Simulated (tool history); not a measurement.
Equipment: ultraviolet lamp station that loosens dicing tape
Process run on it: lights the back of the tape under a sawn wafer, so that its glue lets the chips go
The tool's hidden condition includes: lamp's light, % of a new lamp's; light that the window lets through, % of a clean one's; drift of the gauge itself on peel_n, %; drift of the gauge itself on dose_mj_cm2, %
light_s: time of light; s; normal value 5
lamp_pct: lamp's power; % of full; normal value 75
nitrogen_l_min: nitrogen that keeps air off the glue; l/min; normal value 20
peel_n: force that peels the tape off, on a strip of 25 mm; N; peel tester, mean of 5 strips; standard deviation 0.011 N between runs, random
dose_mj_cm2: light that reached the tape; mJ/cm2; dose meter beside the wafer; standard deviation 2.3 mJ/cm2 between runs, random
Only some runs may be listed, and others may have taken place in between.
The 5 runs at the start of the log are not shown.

| run | hour | light_s | lamp_pct | nitrogen_l_min | hours of work of the lamp | hours of work since the window was cleaned | peel_n | dose_mj_cm2 |
|---|---|---|---|---|---|---|---|---|
| 6 | 191.3 | 5 | 75 | 7 | 209 | 258 | 0.938 | 233 |
| 7 | 256.9 | 5 | 75 | 7 | 243 | 291 | 0.955 | 239 |
| 8 | 295 | 5 | 72 | 20 | 262 | 311 | 0.508 | 229 |
| 9 | 324.8 | 5 | 72 | 20 | 278 | 326 | 0.5 | 226 |
|  | 369 | window cleaned of glue's vapour |
| 10 | 373.4 | 5 | 72 | 20 | 302 | 2 | 0.504 | 228 |
| 11 | 440.5 | 5 | 72 | 20 | 336 | 37 | 0.534 | 230 |
| 12 | 501.9 | 7 | 75 | 20 | 368 | 68 | 0.282 | 329 |
| 13 | 537 | 8 | 75 | 20 | 386 | 86 | 0.252 | 377 |
| 14 | 566.1 | 8 | 75 | 20 | 401 | 101 | 0.262 | 380 |
| 15 | 620.8 | 8 | 75 | 20 | 429 | 129 | 0.26 | 375 |
| 16 | 658.8 | 5 | 75 | 38 | 448 | 148 | 0.354 | 236 |
| 17 | 713 | 5 | 75 | 38 | 476 | 176 | 0.358 | 232 |
| 18 | 745 | 5 | 75 | 38 | 492 | 192 | 0.354 | 238 |
| 19 | 781.1 | 5 | 75 | 38 | 510 | 210 | 0.362 | 236 |
| 20 | 826.1 | 5 | 91 | 30 | 533 | 233 | 0.299 | 286 |
| 21 | 880.9 | 5 | 75 | 15 | 561 | 261 | 0.556 | 238 |
| 22 | 943.2 | 4 | 63 | 20 | 593 | 293 | 1.089 | 161 |
| 23 | 1007.3 | 4 | 75 | 17 | 626 | 326 | 0.843 | 187 |
|  | 1051.2 | window cleaned of glue's vapour |
| 24 | 1070.8 | 4 | 75 | 17 | 658 | 10 | 0.821 | 186 |
| 25 | 1126.5 | 4 | 75 | 17 | 687 | 38 | 0.801 | 189 |
| 26 | 1156.2 | 4 | 75 | 17 | 702 | 54 | 0.802 | 188 |
| 27 | 1204.9 | 3 | 64 | 8 | 727 | 79 | 2.807 | 119 |
| 28 | 1233.9 | 3 | 64 | 8 | 741 | 93 | 2.788 | 119 |
| 29 | 1290.8 | 3 | 67 | 32 | 770 | 122 | 1.299 | 125 |
| 30 | 1318.6 | 2 | 75 | 7 | 785 | 137 | 3.883 | 95 |

Forecast run 31:
| 31 | 1370.1 | 5 | 81 | 30 | 811 | 163 | ? | ? |

Run 31 came out at peel_n 0.354 N, dose_mj_cm2 256 mJ/cm2.
Without the tool's hidden state the same run would have given peel_n 0.353 N, dose_mj_cm2 257 mJ/cm2.
